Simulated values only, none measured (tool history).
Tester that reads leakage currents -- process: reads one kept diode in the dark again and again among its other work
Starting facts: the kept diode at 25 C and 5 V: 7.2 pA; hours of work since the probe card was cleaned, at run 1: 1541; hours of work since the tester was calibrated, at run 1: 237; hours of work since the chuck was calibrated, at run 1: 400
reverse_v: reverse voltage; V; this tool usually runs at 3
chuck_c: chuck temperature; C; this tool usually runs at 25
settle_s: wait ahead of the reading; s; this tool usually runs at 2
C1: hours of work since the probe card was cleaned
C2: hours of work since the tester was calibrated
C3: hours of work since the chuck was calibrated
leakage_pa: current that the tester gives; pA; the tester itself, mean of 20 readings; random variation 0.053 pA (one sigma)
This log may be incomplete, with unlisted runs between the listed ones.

run 1 hour=0.0 | reverse_v=3 chuck_c=25 settle_s=2 | C1=1541 C2=237 C3=400 | leakage_pa=8.97
run 2 hour=178.8 | reverse_v=3 chuck_c=25 settle_s=2 | C1=1645 C2=341 C3=504 | leakage_pa=9.25
run 3 hour=423.6 | reverse_v=3 chuck_c=25 settle_s=2 | C1=1786 C2=483 C3=646 | leakage_pa=9.78
-- hour=444.6 chuck's temperature calibrated
run 4 hour=620.2 | reverse_v=3 chuck_c=25 settle_s=2 | C1=1899 C2=596 C3=102 | leakage_pa=9.34
run 5 hour=798.8 | reverse_v=3 chuck_c=25 settle_s=2 | C1=2003 C2=699 C3=205 | leakage_pa=9.55
run 6 hour=1042.7 | reverse_v=3 chuck_c=25 settle_s=2 | C1=2144 C2=840 C3=347 | leakage_pa=9.96
run 7 hour=1294.9 | reverse_v=3 chuck_c=25 settle_s=2 | C1=2290 C2=987 C3=493 | leakage_pa=10.47
run 8 hour=1465.0 | reverse_v=3 chuck_c=25 settle_s=2 | C1=2389 C2=1085 C3=591 | leakage_pa=10.67
-- hour=1577.9 chuck's temperature calibrated
run 9 hour=1603.3 | reverse_v=3 chuck_c=25 settle_s=2 | C1=2468 C2=1164 C3=15 | leakage_pa=9.91

The next listed run, before its measurement:
run 10 hour=1778.9 | reverse_v=3 chuck_c=59 settle_s=2 | C1=2570 C2=1266 C3=116 | leakage_pa=?

{"run 10": {"leakage_pa": 115.63}}
With the hidden condition absent and the run-to-run variation left alone, this run would have shown leakage_pa 109.37 pA.
